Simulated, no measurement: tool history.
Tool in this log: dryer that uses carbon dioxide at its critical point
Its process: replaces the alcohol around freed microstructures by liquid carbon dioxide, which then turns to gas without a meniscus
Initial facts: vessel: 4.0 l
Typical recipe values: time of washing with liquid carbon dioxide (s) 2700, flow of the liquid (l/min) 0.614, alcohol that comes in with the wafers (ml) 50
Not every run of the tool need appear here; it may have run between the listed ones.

| run | hour | time of washing with liquid carbon dioxide (s) | flow of the liquid (l/min) | alcohol that comes in with the wafers (ml) | alcohol left in the vessel before it's heated (ppm by volume) |
|---|---|---|---|---|---|
| 1 | 0.0 | 2700 | 0.614 | 50 | 113 |
| 2 | 17.4 | 2700 | 0.614 | 50 | 114 |
| 3 | 43.5 | 2700 | 0.614 | 50 | 121 |
| 4 | 65.9 | 2700 | 0.713 | 50 | 68 |
| 5 | 84.4 | 2700 | 0.713 | 50 | 69 |
| 6 | 110.2 | 2700 | 0.614 | 50 | 148 |
| 7 | 138.1 | 2700 | 0.614 | 50 | 138 |
|  | 157.6 | inlet filter changed |
| 8 | 157.7 | 2700 | 0.614 | 50 | 78 |
| 9 | 178.8 | 2700 | 0.614 | 50 | 84 |
| 10 | 204.4 | 2700 | 0.614 | 50 | 94 |
| 11 | 220.3 | 2700 | 0.614 | 50 | 105 |
| 12 | 243.3 | 2700 | 0.614 | 50 | 105 |
| 13 | 264.5 | 2700 | 0.614 | 50 | 98 |
| 14 | 290.8 | 2700 | 0.614 | 50 | 112 |
| 15 | 320.3 | 2700 | 0.614 | 50 | 130 |
| 16 | 337.8 | 2700 | 0.614 | 50 | 122 |
| 17 | 363.0 | 2700 | 0.614 | 50 | 123 |
| 18 | 392.3 | 2700 | 0.614 | 107 | 247 |
| 19 | 410.7 | 2700 | 0.614 | 46 | 136 |
| 20 | 432.6 | 1740 | 0.614 | 46 | 561 |
| 21 | 455.2 | 1740 | 0.614 | 46 | 587 |
| 22 | 472.4 | 1740 | 0.614 | 46 | 603 |
| 23 | 501.4 | 1740 | 0.967 | 46 | 134 |
| 24 | 516.5 | 2700 | 0.614 | 50 | 166 |
|  | 526.3 | inlet filter changed |
| 25 | 545.5 | 2700 | 0.614 | 50 | 107 |
| 26 | 566.7 | 2700 | 0.614 | 50 | 109 |
| 27 | 579.7 | 4080 | 0.535 | 28 | 48 |
| 28 | 598.3 | 4080 | 0.535 | 28 | 56 |
| 29 | 617.0 | 2760 | 0.535 | 28 | 111 |
| 30 | 640.0 | 2760 | 0.535 | 28 | 121 |
| 31 | 661.1 | 1860 | 0.408 | 46 | 1223 |
| 32 | 679.4 | 3780 | 0.614 | 98 | 64 |
| 33 | 699.0 | 1680 | 0.614 | 94 | 1086 |
| 34 | 722.2 | 2340 | 0.460 | 50 | 561 |
| 35 | 737.8 | 2700 | 0.614 | 75 | 190 |
| 36 | 766.9 | 2280 | 0.535 | 58 | 450 |
| 37 | 780.6 | 2280 | 0.535 | 58 | 488 |
| 38 | 804.1 | 2280 | 0.526 | 62 | 547 |
| 39 | 819.0 | 2280 | 0.446 | 35 | 549 |
| 40 | 845.5 | 2280 | 0.446 | 35 | 567 |
| 41 | 861.0 | 2280 | 0.410 | 100 | 1988 |
| 42 | 888.7 | 1680 | 0.932 | 24 | 118 |
|  | 895.4 | inlet filter changed |
| 43 | 904.1 | 1980 | 0.536 | 25 | 257 |
| 44 | 918.0 | 1980 | 0.536 | 25 | 268 |
| 45 | 944.8 | 1980 | 0.536 | 25 | 279 |
| 46 | 972.9 | 2100 | 0.459 | 58 | 807 |
| 47 | 1001.0 | 2940 | 0.380 | 79 | 726 |

Here are 3 independent what-if runs from the current tool condition. What would each one return?
| A | 1019.8 | 2220 | 0.614 | 50 | ? |
| B | 1019.8 | 2940 | 0.401 | 79 | ? |
| C | 1019.8 | 2640 | 0.395 | 32 | ? |

| run | alcohol left in the vessel before it's heated (ppm by volume) |
|---|---|
| A | 249 |
| B | 606 |
| C | 403 |
With no hidden state in the tool, these same runs would have given:
| run | alcohol left in the vessel before it's heated (ppm by volume) |
|---|---|
| A | 157 |
| B | 459 |
| C | 295 |
